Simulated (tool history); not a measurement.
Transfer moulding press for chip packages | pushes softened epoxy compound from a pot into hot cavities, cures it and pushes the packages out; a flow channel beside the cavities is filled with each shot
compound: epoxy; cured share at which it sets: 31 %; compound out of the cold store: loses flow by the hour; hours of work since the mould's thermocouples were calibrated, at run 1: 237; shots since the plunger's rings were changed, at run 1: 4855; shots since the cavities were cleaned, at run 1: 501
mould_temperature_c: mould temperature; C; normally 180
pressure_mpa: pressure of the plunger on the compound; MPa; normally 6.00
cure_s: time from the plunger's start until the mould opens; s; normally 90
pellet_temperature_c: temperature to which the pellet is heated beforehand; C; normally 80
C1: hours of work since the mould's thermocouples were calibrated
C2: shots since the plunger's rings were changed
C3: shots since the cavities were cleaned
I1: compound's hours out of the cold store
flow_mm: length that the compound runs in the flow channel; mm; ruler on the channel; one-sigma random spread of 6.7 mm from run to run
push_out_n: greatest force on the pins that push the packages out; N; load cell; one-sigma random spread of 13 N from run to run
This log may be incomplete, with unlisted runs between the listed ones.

Run 1, hour 0.0: usual settings; C1 237; C2 4855; C3 501; I1 24.8. Result: flow_mm 857 mm, push_out_n 629 N.
At hour 10.8: plunger's sealing rings changed.
At hour 16.0: cavities cleaned with cleaning compound and waxed.
Run 2, hour 47.9: usual settings but mould_temperature_c 187 C; C1 258; C2 300; C3 269; I1 36.3. Result: flow_mm 802 mm, push_out_n 461 N.
Run 3, hour 76.4: usual settings; C1 271; C2 540; C3 509; I1 18.9. Result: flow_mm 883 mm, push_out_n 652 N.
At hour 90.7: cavities cleaned with cleaning compound and waxed.
Run 4, hour 129.0: usual settings but mould_temperature_c 185 C; C1 295; C2 971; C3 323; I1 41.4. Result: flow_mm 784 mm, push_out_n 491 N.
Run 5, hour 153.8: usual settings but mould_temperature_c 185 C; C1 306; C2 1179; C3 531; I1 41.6. Result: flow_mm 798 mm, push_out_n 475 N.
At hour 164.2: cavities cleaned with cleaning compound and waxed.
Run 6, hour 184.7: usual settings but mould_temperature_c 185 C; C1 320; C2 1427; C3 173; I1 26.6. Result: flow_mm 846 mm, push_out_n 511 N.
Run 7, hour 223.7: usual settings; C1 338; C2 1756; C3 502; I1 46.9. Result: flow_mm 813 mm, push_out_n 612 N.
At hour 239.6: cavities cleaned with cleaning compound and waxed.
Run 8, hour 281.1: usual settings; C1 364; C2 2226; C3 349; I1 18.1. Result: flow_mm 895 mm, push_out_n 645 N.
At hour 315.1: cavities cleaned with cleaning compound and waxed.
Run 9, hour 316.0: usual settings; C1 380; C2 2508; C3 8; I1 25.0. Result: flow_mm 876 mm, push_out_n 641 N.
Run 10, hour 354.4: usual settings; C1 397; C2 2831; C3 331; I1 30.5. Result: flow_mm 845 mm, push_out_n 646 N.
At hour 388.9: cavities cleaned with cleaning compound and waxed.
Run 11, hour 388.9: usual settings; C1 413; C2 3109; C3 0; I1 36.3. Result: flow_mm 842 mm, push_out_n 621 N.
Run 12, hour 422.5: usual settings; C1 428; C2 3392; C3 283; I1 22.0. Result: flow_mm 884 mm, push_out_n 655 N.
At hour 463.7: cavities cleaned with cleaning compound and waxed.
Run 13, hour 464.4: usual settings but pressure_mpa 6.56 MPa; C1 447; C2 3732; C3 5; I1 38.8. Result: flow_mm 866 mm, push_out_n 614 N.
Run 14, hour 514.6: usual settings but pressure_mpa 6.56 MPa; C1 470; C2 4155; C3 428; I1 33.8. Result: flow_mm 891 mm, push_out_n 615 N.
At hour 539.8: cavities cleaned with cleaning compound and waxed.
Run 15, hour 558.6: usual settings but mould_temperature_c 179 C, pressure_mpa 6.97 MPa; C1 490; C2 4513; C3 158; I1 12.6. Result: flow_mm 958 mm, push_out_n 718 N.
Run 16, hour 602.0: usual settings but mould_temperature_c 182 C, cure_s 82 s; C1 510; C2 4879; C3 524; I1 33.7. Result: flow_mm 836 mm, push_out_n 700 N.
At hour 608.8: plunger's sealing rings changed.
At hour 617.8: cavities cleaned with cleaning compound and waxed.
Run 17, hour 645.1: usual settings but mould_temperature_c 182 C, pressure_mpa 6.04 MPa, cure_s 79 s; C1 528; C2 293; C3 230; I1 43.8. Result: flow_mm 819 mm, push_out_n 737 N.
Run 18, hour 686.1: usual settings but mould_temperature_c 182 C, pressure_mpa 6.04 MPa, cure_s 79 s; C1 547; C2 639; C3 576; I1 34.3. Result: flow_mm 837 mm, push_out_n 743 N.
At hour 690.4: cavities cleaned with cleaning compound and waxed.
Run 19, hour 725.7: usual settings but mould_temperature_c 176 C, pressure_mpa 6.04 MPa, cure_s 79 s, pellet_temperature_c 85 C; C1 565; C2 960; C3 298; I1 33.4. Result: flow_mm 857 mm, push_out_n 1118 N.
At hour 764.6: cavities cleaned with cleaning compound and waxed.
Run 20, hour 774.2: usual settings but mould_temperature_c 176 C, pressure_mpa 6.88 MPa, cure_s 79 s, pellet_temperature_c 82 C; C1 587; C2 1356; C3 82; I1 24.7. Result: flow_mm 940 mm, push_out_n 1142 N.
Run 21, hour 819.0: usual settings but mould_temperature_c 176 C, pressure_mpa 6.88 MPa, cure_s 79 s, pellet_temperature_c 82 C; C1 608; C2 1733; C3 459; I1 36.2. Result: flow_mm 904 mm, push_out_n 1105 N.
At hour 837.0: cavities cleaned with cleaning compound and waxed.
Run 22, hour 863.5: usual settings but mould_temperature_c 173 C, pressure_mpa 5.71 MPa, cure_s 79 s, pellet_temperature_c 82 C; C1 628; C2 2095; C3 223; I1 28.5. Result: flow_mm 873 mm, push_out_n 1354 N.
At hour 913.6: cavities cleaned with cleaning compound and waxed.
Run 23, hour 924.7: usual settings but mould_temperature_c 173 C, pressure_mpa 5.71 MPa, cure_s 79 s, pellet_temperature_c 82 C; C1 655; C2 2598; C3 94; I1 36.4. Result: flow_mm 852 mm, push_out_n 1318 N.

For run 24, what comes out?
Run 24, hour 960.1: usual settings but mould_temperature_c 176 C, pellet_temperature_c 87 C; C1 672; C2 2895; C3 391; I1 8.1. Result: flow_mm ?, push_out_n ?.

Run 24 yielded flow_mm 932 mm, push_out_n 863 N.
The same run, on a tool lacking any hidden state, would have yielded flow_mm 932 mm, push_out_n 855 N.

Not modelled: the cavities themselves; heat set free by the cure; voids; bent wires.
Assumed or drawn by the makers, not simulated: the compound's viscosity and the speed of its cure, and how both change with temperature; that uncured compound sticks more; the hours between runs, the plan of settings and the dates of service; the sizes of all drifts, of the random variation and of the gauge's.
